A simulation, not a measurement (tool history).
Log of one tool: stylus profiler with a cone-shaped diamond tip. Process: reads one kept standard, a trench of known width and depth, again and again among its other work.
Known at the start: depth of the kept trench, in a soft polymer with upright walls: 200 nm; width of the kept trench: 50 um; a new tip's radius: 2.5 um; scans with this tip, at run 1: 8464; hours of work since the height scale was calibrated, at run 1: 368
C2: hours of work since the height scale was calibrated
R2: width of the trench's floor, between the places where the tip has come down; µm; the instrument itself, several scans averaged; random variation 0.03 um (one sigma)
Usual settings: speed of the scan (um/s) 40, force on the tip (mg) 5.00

Run 1, hour 0.0: usual settings; scans with this tip 8464; C2 368. Result: depth of the trench (Å) 2018.1, R2 47.60 µm.
Run 2, hour 57.7: usual settings; scans with this tip 8660; C2 401. Result: depth of the trench (Å) 2016.7, R2 47.65 µm.
Run 3, hour 102.7: usual settings; scans with this tip 8813; C2 426. Result: depth of the trench (Å) 2014.9, R2 47.59 µm.
Run 4, hour 158.7: usual settings but speed of the scan (um/s) 33; scans with this tip 9003; C2 457. Result: depth of the trench (Å) 2017.3, R2 47.56 µm.
Run 5, hour 206.9: usual settings but speed of the scan (um/s) 33; scans with this tip 9167; C2 484. Result: depth of the trench (Å) 2017.6, R2 47.63 µm.
Run 6, hour 282.0: usual settings; scans with this tip 9422; C2 526. Result: depth of the trench (Å) 2016.3, R2 47.60 µm.
Run 7, hour 319.7: usual settings; scans with this tip 9550; C2 547. Result: depth of the trench (Å) 2015.9, R2 47.59 µm.
Run 8, hour 386.3: usual settings but force on the tip (mg) 1.71; scans with this tip 9776; C2 584. Result: depth of the trench (Å) 2005.3, R2 47.46 µm.
Run 9, hour 440.2: usual settings but force on the tip (mg) 1.71; scans with this tip 9960; C2 614. Result: depth of the trench (Å) 2007.6, R2 47.53 µm.
Run 10, hour 474.9: usual settings but force on the tip (mg) 1.80; scans with this tip 10077; C2 633. Result: depth of the trench (Å) 2006.1, R2 47.52 µm.
Run 11, hour 506.9: usual settings but force on the tip (mg) 1.80; scans with this tip 10186; C2 651. Result: depth of the trench (Å) 2006.7, R2 47.47 µm.
Run 12, hour 541.9: usual settings but force on the tip (mg) 1.80; scans with this tip 10305; C2 671. Result: depth of the trench (Å) 2005.7, R2 47.44 µm.
Run 13, hour 584.8: usual settings but force on the tip (mg) 1.80; scans with this tip 10451; C2 695. Result: depth of the trench (Å) 2005.2, R2 47.45 µm.
Run 14, hour 651.8: usual settings; scans with this tip 10678; C2 732. Result: depth of the trench (Å) 2014.2, R2 47.54 µm.
Run 15, hour 699.6: usual settings; scans with this tip 10841; C2 758. Result: depth of the trench (Å) 2013.3, R2 47.56 µm.
Run 16, hour 736.3: usual settings; scans with this tip 10965; C2 779. Result: depth of the trench (Å) 2015.4, R2 47.52 µm.
Run 17, hour 776.0: usual settings but speed of the scan (um/s) 92; scans with this tip 11100; C2 801. Result: depth of the trench (Å) 2014.3, R2 47.43 µm.
Run 18, hour 810.0: usual settings but speed of the scan (um/s) 16; scans with this tip 11216; C2 820. Result: depth of the trench (Å) 2015.0, R2 47.64 µm.
Run 19, hour 846.5: usual settings but speed of the scan (um/s) 16; scans with this tip 11340; C2 840. Result: depth of the trench (Å) 2012.4, R2 47.60 µm.
Run 20, hour 920.8: usual settings but speed of the scan (um/s) 16; scans with this tip 11592; C2 882. Result: depth of the trench (Å) 2012.0, R2 47.56 µm.
Run 21, hour 995.0: usual settings but force on the tip (mg) 10.66; scans with this tip 11844; C2 923. Result: depth of the trench (Å) 2025.6, R2 47.50 µm.
Run 22, hour 1061.1: usual settings but force on the tip (mg) 10.66; scans with this tip 12069; C2 960. Result: depth of the trench (Å) 2025.8, R2 47.60 µm.
At hour 1097.1: height scale calibrated on a step standard.
Run 23, hour 1129.5: usual settings but speed of the scan (um/s) 73, force on the tip (mg) 1.71; scans with this tip 12300; C2 18. Result: depth of the trench (Å) 2008.8, R2 47.27 µm.
Run 24, hour 1166.7: usual settings but speed of the scan (um/s) 53, force on the tip (mg) 5.40; scans with this tip 12426; C2 39. Result: depth of the trench (Å) 2019.6, R2 47.43 µm.
Run 25, hour 1242.3: usual settings but speed of the scan (um/s) 53, force on the tip (mg) 5.40; scans with this tip 12683; C2 81. Result: depth of the trench (Å) 2019.7, R2 47.45 µm.
Run 26, hour 1298.0: usual settings but speed of the scan (um/s) 159, force on the tip (mg) 12.23; scans with this tip 12872; C2 112. Result: depth of the trench (Å) 2034.3, R2 47.32 µm.
Run 27, hour 1362.7: usual settings but speed of the scan (um/s) 89, force on the tip (mg) 14.49; scans with this tip 13092; C2 148. Result: depth of the trench (Å) 2038.8, R2 47.42 µm.
Run 28, hour 1422.2: usual settings but speed of the scan (um/s) 89, force on the tip (mg) 1.80; scans with this tip 13294; C2 181. Result: depth of the trench (Å) 2009.3, R2 47.17 µm.
Run 29, hour 1459.2: usual settings but speed of the scan (um/s) 11, force on the tip (mg) 3.20; scans with this tip 13419; C2 202. Result: depth of the trench (Å) 2011.9, R2 47.50 µm.
Run 30, hour 1510.4: usual settings but speed of the scan (um/s) 106, force on the tip (mg) 2.26; scans with this tip 13594; C2 230. Result: depth of the trench (Å) 2010.4, R2 47.10 µm.
Run 31, hour 1559.2: usual settings but speed of the scan (um/s) 87, force on the tip (mg) 11.26; scans with this tip 13759; C2 258. Result: depth of the trench (Å) 2031.2, R2 47.43 µm.
Run 32, hour 1623.5: usual settings but force on the tip (mg) 4.10; scans with this tip 13978; C2 293. Result: depth of the trench (Å) 2014.9, R2 47.39 µm.
Run 33, hour 1686.6: usual settings but speed of the scan (um/s) 66, force on the tip (mg) 7.83; scans with this tip 14192; C2 329. Result: depth of the trench (Å) 2023.6, R2 47.45 µm.
Run 34, hour 1729.2: usual settings but speed of the scan (um/s) 17, force on the tip (mg) 1.88; scans with this tip 14337; C2 352. Result: depth of the trench (Å) 2006.9, R2 47.44 µm.
Run 35, hour 1800.7: usual settings but speed of the scan (um/s) 37, force on the tip (mg) 5.52; scans with this tip 14580; C2 392. Result: depth of the trench (Å) 2016.8, R2 47.42 µm.
Run 36, hour 1850.1: usual settings but speed of the scan (um/s) 37, force on the tip (mg) 5.52; scans with this tip 14748; C2 420. Result: depth of the trench (Å) 2016.6, R2 47.38 µm.
Run 37, hour 1881.4: usual settings but speed of the scan (um/s) 43, force on the tip (mg) 6.47; scans with this tip 14854; C2 437. Result: depth of the trench (Å) 2019.6, R2 47.41 µm.
Run 38, hour 1957.1: usual settings but speed of the scan (um/s) 24; scans with this tip 15111; C2 479. Result: depth of the trench (Å) 2017.3, R2 47.41 µm.
Run 39, hour 2026.1: usual settings but speed of the scan (um/s) 24; scans with this tip 15346; C2 518. Result: depth of the trench (Å) 2015.8, R2 47.42 µm.
Run 40, hour 2095.4: usual settings but speed of the scan (um/s) 140, force on the tip (mg) 5.26; scans with this tip 15581; C2 557. Result: depth of the trench (Å) 2015.4, R2 47.13 µm.
Run 41, hour 2148.5: usual settings but speed of the scan (um/s) 16; scans with this tip 15761; C2 586. Result: depth of the trench (Å) 2014.7, R2 47.38 µm.
Run 42, hour 2200.4: usual settings but speed of the scan (um/s) 16; scans with this tip 15938; C2 615. Result: depth of the trench (Å) 2014.3, R2 47.48 µm.
Run 43, hour 2265.1: usual settings but speed of the scan (um/s) 91, force on the tip (mg) 4.68; scans with this tip 16157; C2 651. Result: depth of the trench (Å) 2014.0, R2 47.24 µm.
Run 44, hour 2318.9: usual settings but speed of the scan (um/s) 91, force on the tip (mg) 4.68; scans with this tip 16340; C2 681. Result: depth of the trench (Å) 2012.3, R2 47.20 µm.

5 ways to go on from here, each from the tool as it stands after run 44. What would each give?
Run A, hour 2352.1: usual settings but speed of the scan (um/s) 91, force on the tip (mg) 2.69; scans with this tip 16453; C2 700. Result: depth of the trench (Å) ?, R2 ?.
Run B, hour 2352.1: usual settings but speed of the scan (um/s) 59; scans with this tip 16453; C2 700. Result: depth of the trench (Å) ?, R2 ?.
Run C, hour 2352.1: usual settings but speed of the scan (um/s) 109, force on the tip (mg) 12.44; scans with this tip 16453; C2 700. Result: depth of the trench (Å) ?, R2 ?.
Run D, hour 2352.1: usual settings but speed of the scan (um/s) 35, force on the tip (mg) 2.49; scans with this tip 16453; C2 700. Result: depth of the trench (Å) ?, R2 ?.
Run E, hour 2352.1: usual settings but speed of the scan (um/s) 60, force on the tip (mg) 4.68; scans with this tip 16453; C2 700. Result: depth of the trench (Å) ?, R2 ?.

run  depth of the trench (Å)     R2
  A                   2008.6  47.08
  B                   2014.3  47.33
  C                   2030.6  47.26
  D                   2007.0  47.30
  E                   2012.7  47.36
Without the tool's hidden state the same runs would have given:
run  depth of the trench (Å)     R2
  A                   2014.0  47.67
  B                   2019.7  47.92
  C                   2036.0  47.86
  D                   2012.4  47.90
  E                   2018.1  47.95

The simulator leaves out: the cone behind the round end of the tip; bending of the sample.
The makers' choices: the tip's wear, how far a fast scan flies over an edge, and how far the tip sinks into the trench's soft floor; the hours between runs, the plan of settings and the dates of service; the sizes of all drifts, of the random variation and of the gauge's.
